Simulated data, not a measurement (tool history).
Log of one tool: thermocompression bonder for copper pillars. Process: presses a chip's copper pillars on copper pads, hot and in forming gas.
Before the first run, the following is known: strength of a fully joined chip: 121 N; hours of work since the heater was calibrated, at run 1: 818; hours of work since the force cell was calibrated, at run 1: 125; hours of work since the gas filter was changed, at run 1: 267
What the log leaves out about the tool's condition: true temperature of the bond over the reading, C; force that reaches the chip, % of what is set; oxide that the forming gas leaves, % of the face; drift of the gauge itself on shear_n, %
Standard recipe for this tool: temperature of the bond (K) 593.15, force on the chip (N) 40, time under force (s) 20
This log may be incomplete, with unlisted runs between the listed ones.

run	hour	temperature of the bond (K)	force on the chip (N)	time under force (s)	hours of work since the heater was calibrated	hours of work since the force cell was calibrated	hours of work since the gas filter was changed	force that shears a chip off (N)
1	0	593.15	40	20	818	125	267	64.9
2	11	593.15	40	20	826	133	275	63.2
3	20.9	593.15	40	20	834	141	282	64.2
4	31.7	593.15	45	20	842	149	291	67.9
5	38.8	593.15	40	20	847	154	296	63.3
6	54.4	593.15	40	20	859	166	308	62.4
7	63.7	593.15	40	20	866	173	315	64.6
8	76.9	593.15	40	10	876	183	325	49.1
9	87.4	593.15	47	20	884	191	333	68
10	101.9	593.15	47	20	895	202	344	68.7
11	111.7	593.15	47	20	902	209	351	68.1
12	122.6	593.15	39	20	911	218	359	60
13	133.2	593.15	39	20	919	226	367	61.4
14	148.2	593.15	43	20	930	237	379	63
15	161.8	593.15	43	20	940	247	389	63.5
16	174.8	593.15	43	20	950	257	399	65.3
17	185.1	593.15	40	20	958	265	407	61.3
18	199.2	589.15	40	20	968	276	417	57.5
19	210.7	592.15	40	20	977	284	426	60

What will run 20 give?
20	222.9	592.15	40	20	986	294	435	?

{"run 20": {"force that shears a chip off (N)": 59.7}}
Minus the tool's unlogged condition, the same run would have read force that shears a chip off (N) 72.3.
